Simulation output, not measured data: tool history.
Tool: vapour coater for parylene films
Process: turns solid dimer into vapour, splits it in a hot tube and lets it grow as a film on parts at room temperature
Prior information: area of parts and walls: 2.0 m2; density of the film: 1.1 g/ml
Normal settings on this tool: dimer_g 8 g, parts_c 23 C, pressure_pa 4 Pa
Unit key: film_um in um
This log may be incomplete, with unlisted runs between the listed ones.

run     day  dimer_g  parts_c  pressure_pa  film_um
  1       0        8       23            4     1.52
  2   2.075        8       23            4     1.53
       3.55  -- trap's valve overhauled
  3   4.171        8       23         3.46      1.7
  4   6.267        8       23         3.46      1.7
  5     7.7        4       23            4     0.84
  6   9.742        4       23            4     0.81
  7  11.062        8       23        10.54      1.4
  8  12.625        8       23          6.6     1.49
  9  13.679        8       23          6.6     1.47
 10  15.371        8       26            4     1.41
 11  17.421        8       23            4     1.54
 12  18.646        8       23            4      1.5
 13   20.15        8       23            4     1.48
     20.867  -- trap's valve overhauled
 14  21.275        8       23            4     1.71
 15  22.325        8       23            4     1.59
 16  23.862        6       23            4     1.23
 17  24.979        6       23            4     1.21
 18  26.012        6       23            4     1.23
 19  28.058        8       30            4     1.35
 20  29.642        8       30            4     1.28
 21  31.188        8       30            4     1.31
 22  32.796        8       23         3.44     1.56
 23  34.392        8       23         3.44     1.59
 24  35.525        8       23         3.44     1.53
 25  36.758        5       23            4     0.93
     38.188  -- trap's valve overhauled
 26  38.208       10       31            4     1.67
 27  40.046        3       20         3.13     0.69
 28  42.267        5       23        10.25     0.93
 29  43.292        4       26         3.15     0.78
 30  44.912        4       30          4.9     0.64
 31  47.117        4       21         3.08     0.89
 32  48.058        4       25         3.19     0.76

Run 33 is up next; what results do you expect?
 33  49.683        4       25         3.19        ?

Logged for run 33: film_um 0.77 um.
With the hidden condition absent and the run-to-run variation left alone, this run would have shown film_um 0.86 um.

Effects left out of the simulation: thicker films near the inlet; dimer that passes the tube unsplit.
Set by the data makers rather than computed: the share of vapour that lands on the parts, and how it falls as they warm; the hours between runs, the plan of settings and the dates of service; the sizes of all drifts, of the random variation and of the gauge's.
